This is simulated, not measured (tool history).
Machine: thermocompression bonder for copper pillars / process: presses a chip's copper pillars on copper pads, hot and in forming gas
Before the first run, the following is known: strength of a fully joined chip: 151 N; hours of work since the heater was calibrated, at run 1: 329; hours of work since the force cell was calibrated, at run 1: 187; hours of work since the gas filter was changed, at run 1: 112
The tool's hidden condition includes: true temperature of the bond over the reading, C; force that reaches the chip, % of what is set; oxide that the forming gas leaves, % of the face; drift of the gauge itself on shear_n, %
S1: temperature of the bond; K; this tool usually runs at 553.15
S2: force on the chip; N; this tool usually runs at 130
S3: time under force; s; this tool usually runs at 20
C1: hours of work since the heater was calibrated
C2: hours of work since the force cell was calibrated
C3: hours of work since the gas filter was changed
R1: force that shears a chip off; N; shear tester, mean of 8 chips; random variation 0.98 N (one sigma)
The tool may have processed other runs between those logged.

Run 1, hour 0.0: usual settings; C1 329; C2 187; C3 112. Result: R1 83.9 N.
Run 2, hour 10.5: usual settings but S1 561.15 K; C1 337; C2 195; C3 120. Result: R1 91.0 N.
Run 3, hour 20.0: usual settings; C1 344; C2 202; C3 127. Result: R1 84.6 N.
Run 4, hour 36.9: usual settings; C1 356; C2 214; C3 139. Result: R1 85.1 N.
Run 5, hour 49.9: usual settings but S2 157 N; C1 366; C2 224; C3 149. Result: R1 91.6 N.
Run 6, hour 65.0: usual settings but S2 157 N; C1 377; C2 235; C3 160. Result: R1 88.9 N.
Run 7, hour 83.1: usual settings but S2 157 N; C1 390; C2 248; C3 173. Result: R1 90.2 N.
Run 8, hour 92.2: usual settings but S2 157 N; C1 397; C2 255; C3 180. Result: R1 91.9 N.
Run 9, hour 102.9: usual settings but S2 157 N; C1 405; C2 262; C3 188. Result: R1 90.5 N.
At hour 114.1: forming gas filter changed.
Run 10, hour 122.2: usual settings but S3 49 s; C1 419; C2 276; C3 6. Result: R1 107.7 N.
Run 11, hour 133.5: usual settings but S1 554.15 K, S3 49 s; C1 427; C2 285; C3 14. Result: R1 108.9 N.
Run 12, hour 153.8: usual settings but S1 534.15 K, S2 154 N, S3 12 s; C1 442; C2 299; C3 29. Result: R1 63.7 N.
Run 13, hour 166.4: usual settings but S1 534.15 K, S2 154 N, S3 12 s; C1 451; C2 309; C3 38. Result: R1 63.5 N.
Run 14, hour 178.5: usual settings but S2 111 N; C1 460; C2 318; C3 47. Result: R1 77.1 N.
Run 15, hour 196.7: usual settings but S2 111 N, S3 29 s; C1 473; C2 331; C3 61. Result: R1 87.5 N.
Run 16, hour 210.8: usual settings but S1 544.15 K, S2 158 N, S3 28 s; C1 484; C2 341; C3 71. Result: R1 94.2 N.
Run 17, hour 222.6: usual settings but S1 544.15 K, S2 158 N, S3 28 s; C1 492; C2 350; C3 80. Result: R1 95.6 N.
Run 18, hour 243.7: usual settings but S1 544.15 K, S2 158 N, S3 28 s; C1 508; C2 365; C3 95. Result: R1 94.6 N.
Run 19, hour 259.2: usual settings but S1 544.15 K, S2 158 N, S3 28 s; C1 519; C2 377; C3 107. Result: R1 93.6 N.
Run 20, hour 268.1: usual settings but S3 31 s; C1 526; C2 383; C3 113. Result: R1 96.6 N.
Run 21, hour 279.1: usual settings but S3 28 s; C1 534; C2 392; C3 121. Result: R1 93.3 N.
Run 22, hour 299.9: usual settings but S3 28 s; C1 549; C2 407; C3 136. Result: R1 92.2 N.

How the hidden state differs across the entries between the runs, from the last listed run before each to the first after it:
Logged between run 9 and run 10: forming gas filter changed (hour 114.1)
  oxide that the forming gas leaves, % of the face: 1.18 -> 0.53
